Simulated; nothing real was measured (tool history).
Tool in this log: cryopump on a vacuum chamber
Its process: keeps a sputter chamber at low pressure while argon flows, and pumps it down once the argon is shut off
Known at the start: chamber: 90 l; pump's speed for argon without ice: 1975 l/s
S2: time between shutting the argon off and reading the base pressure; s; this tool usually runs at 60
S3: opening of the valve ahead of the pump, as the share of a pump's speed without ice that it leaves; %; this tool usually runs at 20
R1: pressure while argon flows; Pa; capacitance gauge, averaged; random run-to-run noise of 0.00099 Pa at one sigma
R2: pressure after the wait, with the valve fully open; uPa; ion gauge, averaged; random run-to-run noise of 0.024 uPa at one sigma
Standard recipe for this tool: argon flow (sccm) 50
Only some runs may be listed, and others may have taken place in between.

{"run": 1, "hour": 0.0, "argon flow (sccm)": 50, "S2": 60, "S3": 20, "R1": 0.2326, "R2": 1.21}
{"run": 2, "hour": 12.8, "argon flow (sccm)": 50, "S2": 60, "S3": 20, "R1": 0.2317, "R2": 1.21}
{"run": 3, "hour": 25.2, "argon flow (sccm)": 50, "S2": 60, "S3": 20, "R1": 0.2325, "R2": 1.24}
{"run": 4, "hour": 40.4, "argon flow (sccm)": 50, "S2": 37, "S3": 20, "R1": 0.234, "R2": 1.61}
{"run": 5, "hour": 53.4, "argon flow (sccm)": 50, "S2": 60, "S3": 20, "R1": 0.2335, "R2": 1.28}
{"run": 6, "hour": 61.0, "argon flow (sccm)": 50, "S2": 60, "S3": 20, "R1": 0.2373, "R2": 1.24}
{"run": 7, "hour": 71.6, "argon flow (sccm)": 75, "S2": 60, "S3": 20, "R1": 0.3582, "R2": 1.26}
{"hour": 79.2, "done": "pump warmed up, emptied and cooled again"}
{"run": 8, "hour": 91.2, "argon flow (sccm)": 75, "S2": 60, "S3": 20, "R1": 0.3214, "R2": 1.03}
{"run": 9, "hour": 101.5, "argon flow (sccm)": 75, "S2": 60, "S3": 43, "R1": 0.1515, "R2": 1.07}
{"run": 10, "hour": 108.6, "argon flow (sccm)": 75, "S2": 60, "S3": 43, "R1": 0.15, "R2": 1.14}
{"run": 11, "hour": 118.5, "argon flow (sccm)": 75, "S2": 60, "S3": 54, "R1": 0.12, "R2": 1.1}
{"run": 12, "hour": 127.1, "argon flow (sccm)": 75, "S2": 60, "S3": 54, "R1": 0.1221, "R2": 1.08}
{"run": 13, "hour": 139.3, "argon flow (sccm)": 75, "S2": 60, "S3": 54, "R1": 0.1221, "R2": 1.12}
{"run": 14, "hour": 150.7, "argon flow (sccm)": 50, "S2": 60, "S3": 43, "R1": 0.1018, "R2": 1.11}
{"run": 15, "hour": 163.9, "argon flow (sccm)": 50, "S2": 60, "S3": 43, "R1": 0.1035, "R2": 1.09}
{"run": 16, "hour": 178.7, "argon flow (sccm)": 50, "S2": 60, "S3": 34, "R1": 0.131, "R2": 1.11}
{"run": 17, "hour": 186.6, "argon flow (sccm)": 50, "S2": 60, "S3": 20, "R1": 0.2181, "R2": 1.13}
{"run": 18, "hour": 197.8, "argon flow (sccm)": 53, "S2": 22, "S3": 20, "R1": 0.2312, "R2": 2.32}
{"run": 19, "hour": 213.0, "argon flow (sccm)": 53, "S2": 22, "S3": 20, "R1": 0.2331, "R2": 2.26}
{"run": 20, "hour": 219.7, "argon flow (sccm)": 28, "S2": 116, "S3": 20, "R1": 0.1225, "R2": 0.8}
{"run": 21, "hour": 230.4, "argon flow (sccm)": 28, "S2": 116, "S3": 20, "R1": 0.122, "R2": 0.82}
{"run": 22, "hour": 244.7, "argon flow (sccm)": 28, "S2": 116, "S3": 20, "R1": 0.1233, "R2": 0.85}
{"run": 23, "hour": 257.1, "argon flow (sccm)": 28, "S2": 116, "S3": 20, "R1": 0.1237, "R2": 0.82}
{"run": 24, "hour": 265.2, "argon flow (sccm)": 66, "S2": 218, "S3": 23, "R1": 0.2546, "R2": 0.61}
{"run": 25, "hour": 272.1, "argon flow (sccm)": 34, "S2": 129, "S3": 23, "R1": 0.1317, "R2": 0.81}
{"run": 26, "hour": 281.6, "argon flow (sccm)": 62, "S2": 60, "S3": 23, "R1": 0.2412, "R2": 1.19}
{"run": 27, "hour": 293.8, "argon flow (sccm)": 62, "S2": 27, "S3": 55, "R1": 0.1074, "R2": 2.04}
{"run": 28, "hour": 301.0, "argon flow (sccm)": 62, "S2": 27, "S3": 26, "R1": 0.2149, "R2": 2.02}
{"run": 29, "hour": 308.2, "argon flow (sccm)": 25, "S2": 181, "S3": 20, "R1": 0.1104, "R2": 0.7}
{"run": 30, "hour": 319.3, "argon flow (sccm)": 67, "S2": 181, "S3": 20, "R1": 0.3002, "R2": 0.74}
{"run": 31, "hour": 331.2, "argon flow (sccm)": 26, "S2": 198, "S3": 60, "R1": 0.0426, "R2": 0.76}
{"run": 32, "hour": 338.9, "argon flow (sccm)": 22, "S2": 63, "S3": 19, "R1": 0.1049, "R2": 1.17}
{"run": 33, "hour": 354.0, "argon flow (sccm)": 22, "S2": 209, "S3": 50, "R1": 0.0415, "R2": 0.76}
{"run": 34, "hour": 366.5, "argon flow (sccm)": 22, "S2": 209, "S3": 40, "R1": 0.0519, "R2": 0.78}

Each row is a separate what-if for the run after 34, all from the same tool condition, not one after another. Results?
{"run": "A", "hour": 375.0, "argon flow (sccm)": 64, "S2": 209, "S3": 40, "R1": "?", "R2": "?"}
{"run": "B", "hour": 375.0, "argon flow (sccm)": 27, "S2": 60, "S3": 30, "R1": "?", "R2": "?"}
{"run": "C", "hour": 375.0, "argon flow (sccm)": 22, "S2": 202, "S3": 40, "R1": "?", "R2": "?"}
{"run": "D", "hour": 375.0, "argon flow (sccm)": 22, "S2": 118, "S3": 26, "R1": "?", "R2": "?"}

run=A R1=0.1534 R2=0.80
run=B R1=0.0844 R2=1.21
run=C R1=0.0525 R2=0.74
run=D R1=0.0790 R2=0.89
With the hidden condition removed and each run's random variation left untouched, the same runs would have given:
run=A R1=0.1372 R2=0.41
run=B R1=0.0776 R2=0.83
run=C R1=0.0469 R2=0.36
run=D R1=0.0735 R2=0.50
